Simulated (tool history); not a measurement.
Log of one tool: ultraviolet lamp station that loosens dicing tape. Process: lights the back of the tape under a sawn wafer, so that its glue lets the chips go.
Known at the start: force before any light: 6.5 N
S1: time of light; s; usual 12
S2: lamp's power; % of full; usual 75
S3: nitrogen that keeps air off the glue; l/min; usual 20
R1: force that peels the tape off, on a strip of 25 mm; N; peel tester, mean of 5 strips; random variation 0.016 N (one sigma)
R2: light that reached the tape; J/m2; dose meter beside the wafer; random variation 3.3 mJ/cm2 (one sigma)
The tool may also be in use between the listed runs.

run 1 hour=0.0 | S1=12 S2=75 S3=20 | R1=0.842 R2=5020
run 2 hour=26.0 | S1=12 S2=75 S3=10 | R1=1.402 R2=4960
run 3 hour=55.8 | S1=12 S2=75 S3=10 | R1=1.362 R2=4870
run 4 hour=90.4 | S1=12 S2=75 S3=10 | R1=1.314 R2=4860
run 5 hour=115.8 | S1=23 S2=75 S3=20 | R1=0.255 R2=9320
run 6 hour=147.3 | S1=12 S2=75 S3=20 | R1=0.882 R2=4800
run 7 hour=183.3 | S1=12 S2=70 S3=20 | R1=1.007 R2=4490
run 8 hour=201.5 | S1=12 S2=70 S3=20 | R1=1.029 R2=4450
run 9 hour=224.1 | S1=12 S2=70 S3=20 | R1=1.015 R2=4430
run 10 hour=257.8 | S1=12 S2=70 S3=20 | R1=1.067 R2=4420
run 11 hour=292.7 | S1=12 S2=70 S3=20 | R1=1.056 R2=4390
run 12 hour=311.2 | S1=12 S2=70 S3=20 | R1=1.072 R2=4370
run 13 hour=339.4 | S1=10 S2=70 S3=26 | R1=1.274 R2=3660
run 14 hour=371.0 | S1=10 S2=70 S3=26 | R1=1.201 R2=3580
run 15 hour=386.5 | S1=12 S2=78 S3=39 | R1=0.615 R2=4780
run 16 hour=418.3 | S1=8 S2=80 S3=40 | R1=1.192 R2=3230
run 17 hour=445.5 | S1=9 S2=71 S3=10 | R1=2.270 R2=3210
run 18 hour=463.9 | S1=12 S2=75 S3=12 | R1=1.369 R2=4480
run 19 hour=493.2 | S1=16 S2=86 S3=9 | R1=0.829 R2=6950
run 20 hour=513.3 | S1=17 S2=65 S3=10 | R1=1.133 R2=5490
run 21 hour=538.3 | S1=17 S2=65 S3=10 | R1=1.186 R2=5450
run 22 hour=554.2 | S1=12 S2=75 S3=27 | R1=0.858 R2=4420

3 ways to go on from here, each from the tool as it stands after run 22. What would each give?
run A hour=574.2 | S1=22 S2=75 S3=10 | R1=? R2=?
run B hour=574.2 | S1=6 S2=75 S3=20 | R1=? R2=?
run C hour=574.2 | S1=12 S2=75 S3=28 | R1=? R2=?

run=A R1=0.573 R2=8080
run=B R1=2.645 R2=2200
run=C R1=0.845 R2=4470
Without the tool's hidden state the same runs would have given:
run=A R1=0.416 R2=9500
run=B R1=2.250 R2=2590
run=C R1=0.624 R2=5250
